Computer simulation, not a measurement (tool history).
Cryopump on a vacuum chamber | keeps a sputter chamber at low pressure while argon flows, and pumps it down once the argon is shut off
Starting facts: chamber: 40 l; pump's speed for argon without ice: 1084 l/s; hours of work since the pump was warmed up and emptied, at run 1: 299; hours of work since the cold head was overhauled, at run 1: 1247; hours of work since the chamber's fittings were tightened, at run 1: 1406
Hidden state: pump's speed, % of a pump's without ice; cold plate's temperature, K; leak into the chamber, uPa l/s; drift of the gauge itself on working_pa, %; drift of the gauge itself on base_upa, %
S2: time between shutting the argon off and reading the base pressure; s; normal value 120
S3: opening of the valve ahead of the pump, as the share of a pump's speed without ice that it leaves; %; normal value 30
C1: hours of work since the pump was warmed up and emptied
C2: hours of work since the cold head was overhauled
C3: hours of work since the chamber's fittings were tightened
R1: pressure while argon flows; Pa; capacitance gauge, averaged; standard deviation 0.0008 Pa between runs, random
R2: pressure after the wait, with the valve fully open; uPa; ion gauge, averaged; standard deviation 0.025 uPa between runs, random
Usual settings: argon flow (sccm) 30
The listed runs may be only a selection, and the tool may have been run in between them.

Run 1, hour 0.0: usual settings; C1 299; C2 1247; C3 1406. Result: R1 0.1608 Pa, R2 3.14 uPa.
Run 2, hour 55.8: usual settings but argon flow (sccm) 46; C1 336; C2 1283; C3 1442. Result: R1 0.2472 Pa, R2 3.24 uPa.
Run 3, hour 141.6: usual settings; C1 391; C2 1339; C3 1498. Result: R1 0.1625 Pa, R2 3.33 uPa.
Run 4, hour 229.8: usual settings; C1 449; C2 1396; C3 1555. Result: R1 0.1628 Pa, R2 3.44 uPa.
Run 5, hour 288.5: usual settings; C1 487; C2 1434; C3 1593. Result: R1 0.1649 Pa, R2 3.59 uPa.
Run 6, hour 333.4: usual settings but S3 24 %; C1 516; C2 1464; C3 1623. Result: R1 0.2025 Pa, R2 3.70 uPa.
Run 7, hour 371.6: usual settings but argon flow (sccm) 55, S2 109 s, S3 29 %; C1 541; C2 1488; C3 1647. Result: R1 0.3121 Pa, R2 3.74 uPa.
Run 8, hour 423.1: usual settings but argon flow (sccm) 16, S2 22 s; C1 574; C2 1522; C3 1681. Result: R1 0.0877 Pa, R2 6.74 uPa.
Run 9, hour 487.8: usual settings but argon flow (sccm) 16, S2 22 s; C1 616; C2 1564; C3 1723. Result: R1 0.0881 Pa, R2 7.08 uPa.
Run 10, hour 553.5: usual settings but argon flow (sccm) 36, S2 55 s; C1 659; C2 1607; C3 1766. Result: R1 0.1992 Pa, R2 4.76 uPa.
Run 11, hour 600.5: usual settings but argon flow (sccm) 36, S2 55 s; C1 690; C2 1637; C3 1796. Result: R1 0.1997 Pa, R2 4.95 uPa.

For run 12, what comes out?
Run 12, hour 644.5: usual settings but argon flow (sccm) 36, S2 55 s, S3 53 %; C1 718; C2 1666; C3 1825. Result: R1 ?, R2 ?.

Run 12 measured R1 0.1188 Pa, R2 4.90 uPa.
Had the tool carried no hidden state, the very same run would have given R1 0.1057 Pa, R2 1.76 uPa.
